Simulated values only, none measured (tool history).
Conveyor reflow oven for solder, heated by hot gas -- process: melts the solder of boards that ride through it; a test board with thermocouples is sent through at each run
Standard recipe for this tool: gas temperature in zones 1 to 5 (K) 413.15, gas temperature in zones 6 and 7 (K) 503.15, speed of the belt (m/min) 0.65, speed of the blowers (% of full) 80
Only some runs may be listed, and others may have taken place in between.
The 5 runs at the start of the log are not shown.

run,hour,gas temperature in zones 1 to 5 (K),gas temperature in zones 6 and 7 (K),speed of the belt (m/min),speed of the blowers (% of full),hours of work since the flux was cleaned out,hours of work since the belt drive was overhauled,hours of work since the thermocouples were changed,highest temperature of the board (K),time above the solder's melting point (s)
6,238.2,413.15,503.15,0.65,80,56,610,597,490.35,50.3
7,312.5,413.15,503.15,0.65,80,109,663,650,489.85,50.2
8,368.1,413.15,503.15,0.65,80,148,702,689,489.35,49
9,436.6,413.15,503.15,0.65,80,197,751,738,488.85,49.3
10,512.7,421.15,503.15,0.65,80,251,805,792,489.45,52.5
11,574.3,404.15,503.15,0.65,80,295,849,836,486.45,45
12,638.4,404.15,503.15,0.65,80,340,894,881,486.85,44.1
# hour 650.9: thermocouples of zones 6 and 7 changed
13,684.4,404.15,503.15,0.65,80,371,926,24,487.35,45.5
14,719,404.15,503.15,0.65,80,396,950,48,487.45,44.9
15,775.6,413.15,503.15,0.668,80,436,990,89,488.05,46.6
# hour 804.2: flux residue cleaned out of gas plates and filters
16,843.5,413.15,503.15,0.668,80,28,1035,133,491.05,49.3
17,898.4,413.15,503.15,0.592,67,67,1074,172,491.35,56.3
18,968.9,402.15,498.15,0.65,80,117,1124,222,484.15,43.4
19,1015.6,400.15,498.15,0.523,80,150,1157,256,489.75,59.1
20,1080.7,420.15,505.15,0.65,56,196,1204,302,489.15,51.2
21,1111.8,409.15,503.15,0.759,80,219,1226,324,484.55,37.6
22,1174.7,409.15,503.15,0.759,80,263,1270,369,484.05,37.4
23,1235,409.15,503.15,0.759,80,306,1313,411,483.65,36.6
24,1279.9,409.15,503.15,0.759,80,338,1345,443,483.45,36.7
25,1313.2,409.15,503.15,0.759,80,362,1369,467,483.25,36.2
26,1366.8,413.15,503.15,0.65,64,400,1407,505,485.75,46.2
27,1412.9,419.15,508.15,0.709,67,432,1440,538,488.75,46.4
# hour 1449.7: flux residue cleaned out of gas plates and filters
28,1487.2,419.15,508.15,0.709,67,27,1489,587,491.25,48.2
29,1558.4,419.15,508.15,0.709,67,77,1540,638,491.45,48
30,1589.4,425.15,503.15,0.578,80,99,1562,660,493.95,64.1

Predict each of these 4 candidate next runs independently; none follows another, all start after run 30:
A,1657.3,417.15,492.15,0.723,80,147,1610,708,?,?
B,1657.3,425.15,500.15,0.578,73,147,1610,708,?,?
C,1657.3,405.15,503.15,0.688,80,147,1610,708,?,?
D,1657.3,425.15,503.15,0.678,80,147,1610,708,?,?

run,highest temperature of the board (K),time above the solder's melting point (s)
A,478.15,36.9
B,490.25,62.1
C,486.95,42.8
D,489.55,52.3
With no hidden state in the tool, these same runs would have given:
run,highest temperature of the board (K),time above the solder's melting point (s)
A,480.35,38.3
B,492.35,62.4
C,489.25,43.8
D,491.75,52.7
